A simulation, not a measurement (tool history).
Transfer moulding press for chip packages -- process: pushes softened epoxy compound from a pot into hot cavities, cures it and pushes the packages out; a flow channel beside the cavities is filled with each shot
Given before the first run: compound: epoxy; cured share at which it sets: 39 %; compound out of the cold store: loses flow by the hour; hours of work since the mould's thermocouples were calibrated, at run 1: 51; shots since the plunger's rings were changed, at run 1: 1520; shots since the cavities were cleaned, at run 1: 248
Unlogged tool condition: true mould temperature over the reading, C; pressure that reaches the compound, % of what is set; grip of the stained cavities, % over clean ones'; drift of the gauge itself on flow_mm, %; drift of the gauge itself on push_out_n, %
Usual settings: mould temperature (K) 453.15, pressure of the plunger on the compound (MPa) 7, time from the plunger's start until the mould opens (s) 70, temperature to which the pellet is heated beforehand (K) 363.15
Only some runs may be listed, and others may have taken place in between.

run	hour	mould temperature (K)	pressure of the plunger on the compound (MPa)	time from the plunger's start until the mould opens (s)	temperature to which the pellet is heated beforehand (K)	hours of work since the mould's thermocouples were calibrated	shots since the plunger's rings were changed	shots since the cavities were cleaned	incoming compound's hours out of the cold store	length that the compound runs in the flow channel (mm)	greatest force on the pins that push the packages out (N)
1	0	453.15	7	70	363.15	51	1520	248	34.6	691	636
2	5.7	453.15	7	70	371.15	55	1608	336	16.4	719	717
3	17	453.15	7	70	371.15	62	1782	510	17.2	721	809
# hour 27: cavities cleaned with cleaning compound and waxed
4	28.6	453.15	7	70	371.15	68	1937	25	39.6	669	929
5	40.2	453.15	5.65	70	363.15	75	2115	203	41.1	594	962
6	46.3	453.15	5.65	70	363.15	79	2209	297	12.7	652	1112
7	55.9	453.15	7	70	363.15	85	2357	445	47.7	651	985
8	63.6	453.15	7	70	358.15	90	2476	564	13	721	1136
# hour 70: cavities cleaned with cleaning compound and waxed
9	70.6	453.15	7	70	358.15	93	2560	9	33.8	671	508
10	78.2	453.15	7	70	358.15	98	2677	126	19.5	706	635
11	87.9	456.15	7	70	363.15	104	2825	274	17.5	694	556
# hour 94: cavities cleaned with cleaning compound and waxed, once more
12	97.8	453.15	7	62	363.15	109	2955	58	29.3	674	741
13	106.1	453.15	7	70	363.15	114	3082	185	20.3	700	647
14	116.4	453.15	7	70	363.15	121	3241	344	39.9	655	695
15	127.7	453.15	8.5	70	363.15	128	3415	518	43.7	712	787
# hour 137.7: cavities cleaned with cleaning compound and waxed
# hour 140.6: plunger's sealing rings changed
16	140.6	445.15	8.2	59	363.15	133	0	6	35.1	799	1102
17	150.8	445.15	6.84	67	363.15	140	157	163	11.5	781	1200

Run 18 has not been measured yet. What should we expect?
18	156.1	453.15	7.2	70	363.15	143	240	246	14.8	?	?

length that the compound runs in the flow channel (mm): 763
greatest force on the pins that push the packages out (N): 718
With the hidden condition absent and the run-to-run variation left alone, this run would have shown length that the compound runs in the flow channel (mm) 766, greatest force on the pins that push the packages out (N) 510.

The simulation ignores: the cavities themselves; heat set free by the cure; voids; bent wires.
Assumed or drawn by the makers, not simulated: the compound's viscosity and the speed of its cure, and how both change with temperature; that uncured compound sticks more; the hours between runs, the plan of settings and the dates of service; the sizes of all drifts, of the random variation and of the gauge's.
